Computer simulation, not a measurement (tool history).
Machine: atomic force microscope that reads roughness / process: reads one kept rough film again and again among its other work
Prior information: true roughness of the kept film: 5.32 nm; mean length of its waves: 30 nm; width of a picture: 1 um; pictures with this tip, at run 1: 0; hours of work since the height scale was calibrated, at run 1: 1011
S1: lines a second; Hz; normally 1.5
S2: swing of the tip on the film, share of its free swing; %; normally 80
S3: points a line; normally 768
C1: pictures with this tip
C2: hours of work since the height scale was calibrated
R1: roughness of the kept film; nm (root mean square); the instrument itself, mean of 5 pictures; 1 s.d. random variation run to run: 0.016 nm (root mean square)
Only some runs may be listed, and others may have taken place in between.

run   hour    S1  S2   S3   C1    C2     R1
  1      0   1.5  80  768    0  1011  4.033
  2   53.1   1.5  80  768   64  1036  4.007
  3   84.8   1.5  80  768  102  1052  3.998
  4  132.3   1.5  80  768  159  1074  3.967
  5  161.3   1.5  80  768  194  1088   3.99
  6  196.8   3.4  80  768  237  1105  3.648
     238.4  -- new tip fitted
  7  240.8   3.4  80  768    3  1126  3.674
  8  271.9   1.5  80  768   41  1141  3.994
  9  303.8  3.17  74  768   79  1156  3.852

Run 10 is up next; what results do you expect?
 10  343.7  0.5  70  341  127  1175   ?

Run 10 measured R1 4.191 nm (root mean square).
Minus the tool's unlogged condition, the same run would have read R1 4.197 nm (root mean square).
